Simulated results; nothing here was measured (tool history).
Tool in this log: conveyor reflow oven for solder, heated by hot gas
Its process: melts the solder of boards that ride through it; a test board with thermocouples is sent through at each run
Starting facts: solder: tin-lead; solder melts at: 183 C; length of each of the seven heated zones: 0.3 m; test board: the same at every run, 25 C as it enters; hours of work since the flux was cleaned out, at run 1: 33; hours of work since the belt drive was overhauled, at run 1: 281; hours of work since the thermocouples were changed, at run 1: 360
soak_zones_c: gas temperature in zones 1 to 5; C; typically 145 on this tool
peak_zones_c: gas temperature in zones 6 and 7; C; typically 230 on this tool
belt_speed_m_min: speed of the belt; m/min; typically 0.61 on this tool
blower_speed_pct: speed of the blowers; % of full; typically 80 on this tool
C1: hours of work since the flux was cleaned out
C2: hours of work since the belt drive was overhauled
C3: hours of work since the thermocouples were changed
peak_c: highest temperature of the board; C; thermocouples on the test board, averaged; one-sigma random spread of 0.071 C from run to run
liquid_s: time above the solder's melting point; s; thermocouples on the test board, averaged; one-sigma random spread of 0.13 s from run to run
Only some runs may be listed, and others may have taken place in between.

run 1 hour=0 | soak_zones_c=145 peak_zones_c=230 belt_speed_m_min=0.61 blower_speed_pct=80 | C1=33 C2=281 C3=360 | peak_c=219.41 liquid_s=48.2
run 2 hour=8.6 | soak_zones_c=145 peak_zones_c=230 belt_speed_m_min=0.61 blower_speed_pct=80 | C1=40 C2=288 C3=367 | peak_c=219.48 liquid_s=48.3
run 3 hour=13.5 | soak_zones_c=145 peak_zones_c=233 belt_speed_m_min=0.61 blower_speed_pct=80 | C1=44 C2=292 C3=371 | peak_c=222.22 liquid_s=49.3
run 4 hour=24 | soak_zones_c=145 peak_zones_c=230 belt_speed_m_min=0.507 blower_speed_pct=80 | C1=52 C2=300 C3=379 | peak_c=223.32 liquid_s=61.2
run 5 hour=30.7 | soak_zones_c=145 peak_zones_c=230 belt_speed_m_min=0.61 blower_speed_pct=80 | C1=58 C2=306 C3=385 | peak_c=219.54 liquid_s=48.4
run 6 hour=36.6 | soak_zones_c=145 peak_zones_c=230 belt_speed_m_min=0.61 blower_speed_pct=80 | C1=62 C2=310 C3=389 | peak_c=219.45 liquid_s=48.5
run 7 hour=45.8 | soak_zones_c=145 peak_zones_c=230 belt_speed_m_min=0.61 blower_speed_pct=80 | C1=70 C2=318 C3=397 | peak_c=219.49 liquid_s=48.2
run 8 hour=51.8 | soak_zones_c=145 peak_zones_c=230 belt_speed_m_min=0.61 blower_speed_pct=80 | C1=74 C2=322 C3=402 | peak_c=219.44 liquid_s=48.2
run 9 hour=56.6 | soak_zones_c=155 peak_zones_c=230 belt_speed_m_min=0.63 blower_speed_pct=70 | C1=78 C2=326 C3=405 | peak_c=218.04 liquid_s=48.9
run 10 hour=61.6 | soak_zones_c=155 peak_zones_c=230 belt_speed_m_min=0.63 blower_speed_pct=70 | C1=82 C2=330 C3=409 | peak_c=218.04 liquid_s=48.8
run 11 hour=69.1 | soak_zones_c=131 peak_zones_c=243 belt_speed_m_min=0.61 blower_speed_pct=80 | C1=88 C2=336 C3=415 | peak_c=229.65 liquid_s=49
run 12 hour=75.5 | soak_zones_c=154 peak_zones_c=243 belt_speed_m_min=0.705 blower_speed_pct=70 | C1=93 C2=341 C3=420 | peak_c=225.89 liquid_s=46.3
run 13 hour=83.6 | soak_zones_c=154 peak_zones_c=243 belt_speed_m_min=0.716 blower_speed_pct=57 | C1=100 C2=348 C3=427 | peak_c=220.62 liquid_s=42.9

Here are 3 independent what-if runs from the current tool condition. What would each one return?
run A hour=91.3 | soak_zones_c=137 peak_zones_c=243 belt_speed_m_min=0.716 blower_speed_pct=53 | C1=106 C2=354 C3=433 | peak_c=? liquid_s=?
run B hour=91.3 | soak_zones_c=146 peak_zones_c=230 belt_speed_m_min=0.64 blower_speed_pct=52 | C1=106 C2=354 C3=433 | peak_c=? liquid_s=?
run C hour=91.3 | soak_zones_c=154 peak_zones_c=243 belt_speed_m_min=0.716 blower_speed_pct=88 | C1=106 C2=354 C3=433 | peak_c=? liquid_s=?

run=A peak_c=214.08 liquid_s=34.3
run=B peak_c=209.86 liquid_s=38.9
run=C peak_c=230.13 liquid_s=47.1
What these runs would have given with no unlogged condition in the tool:
run=A peak_c=214.09 liquid_s=34.3
run=B peak_c=209.86 liquid_s=38.9
run=C peak_c=230.14 liquid_s=47.1

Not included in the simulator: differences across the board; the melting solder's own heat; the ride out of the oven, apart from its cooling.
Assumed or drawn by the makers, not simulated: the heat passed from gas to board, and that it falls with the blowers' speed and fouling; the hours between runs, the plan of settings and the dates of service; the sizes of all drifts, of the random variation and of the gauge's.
